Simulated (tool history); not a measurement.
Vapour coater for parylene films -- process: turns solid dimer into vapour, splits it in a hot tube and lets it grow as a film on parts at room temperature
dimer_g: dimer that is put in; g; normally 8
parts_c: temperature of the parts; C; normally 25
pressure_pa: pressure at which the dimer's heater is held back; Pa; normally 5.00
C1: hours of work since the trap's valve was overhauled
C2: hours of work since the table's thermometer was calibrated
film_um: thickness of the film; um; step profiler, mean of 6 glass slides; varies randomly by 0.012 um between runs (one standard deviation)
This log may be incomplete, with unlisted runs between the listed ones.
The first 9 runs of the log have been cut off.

Run 10, hour 172.2: usual settings but dimer_g 10 g; C1 393; C2 534. Result: film_um 3.03 um.
Run 11, hour 191.2: usual settings; C1 408; C2 550. Result: film_um 2.42 um.
Run 12, hour 211.0: usual settings; C1 425; C2 566. Result: film_um 2.41 um.
Run 13, hour 228.7: usual settings; C1 439; C2 581. Result: film_um 2.41 um.
Run 14, hour 246.3: usual settings; C1 454; C2 595. Result: film_um 2.39 um.
Run 15, hour 257.5: usual settings; C1 463; C2 604. Result: film_um 2.41 um.
Run 16, hour 280.3: usual settings but dimer_g 7 g; C1 481; C2 623. Result: film_um 2.11 um.
Run 17, hour 297.1: usual settings but dimer_g 7 g; C1 495; C2 637. Result: film_um 2.10 um.
Run 18, hour 306.7: usual settings but dimer_g 7 g; C1 503; C2 645. Result: film_um 2.10 um.
At hour 311.9: gauge calibrated.
At hour 318.0: trap's valve overhauled.
Run 19, hour 325.9: usual settings but pressure_pa 2.39 Pa; C1 7; C2 657. Result: film_um 2.81 um.
Run 20, hour 338.9: usual settings but parts_c 18 C, pressure_pa 11.16 Pa; C1 17; C2 668. Result: film_um 2.92 um.

Estimate the outcome of run 21 from the log above:
Run 21, hour 354.6: usual settings but parts_c 18 C, pressure_pa 2.28 Pa; C1 30; C2 680. Result: film_um ?.

film_um: 3.54 um
With no hidden state in the tool, this same run would have given film_um 3.56 um.

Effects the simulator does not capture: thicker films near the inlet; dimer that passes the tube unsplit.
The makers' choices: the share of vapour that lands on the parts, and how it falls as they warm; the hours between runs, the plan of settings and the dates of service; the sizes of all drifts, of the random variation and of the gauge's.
